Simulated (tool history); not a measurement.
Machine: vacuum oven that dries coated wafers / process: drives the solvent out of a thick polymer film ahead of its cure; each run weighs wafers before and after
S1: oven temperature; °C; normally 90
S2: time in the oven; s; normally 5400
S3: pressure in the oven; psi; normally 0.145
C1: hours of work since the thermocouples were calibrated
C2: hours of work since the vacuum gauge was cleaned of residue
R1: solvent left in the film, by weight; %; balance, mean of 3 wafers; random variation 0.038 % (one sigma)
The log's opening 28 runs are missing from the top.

run    hour   S1    S2     S3   C1    C2    R1
 29  1082.3  105  5400  0.193  798  1463  1.00
 30  1115.3  105  5400  0.193  819  1485  1.05
 31  1149.2  105  9540  0.193  841  1507  0.37
     1187.9  -- oven's thermocouples calibrated
 32  1190.9   90  3660  0.480    2  1533  6.54
 33  1233.0   90  8520  0.512   29  1560  2.71
 34  1260.2  104  4080  0.512   47  1578  2.16
 35  1299.2   83  3120  0.145   73  1604  9.29
 36  1339.7   83  7800  0.145   99  1630  4.26
 37  1388.5  101  7800  0.399  131  1662  0.94

Alternative continuations, all from the tool just after run 37; predict every row:
  A  1420.0   95  5400  0.580  151  1682   ?
  B  1420.0  103  4500  0.090  151  1682   ?
  C  1420.0   90  9660  0.193  151  1682   ?
  D  1420.0   91  6600  0.145  151  1682   ?
  E  1420.0  103  6960  0.451  151  1682   ?

run    R1
  A  3.30
  B  1.49
  C  1.66
  D  2.72
  E  1.00
Take away the tool's hidden state, keep each run's random variation, and the runs would have read:
run    R1
  A  3.32
  B  1.49
  C  1.63
  D  2.73
  E  0.98
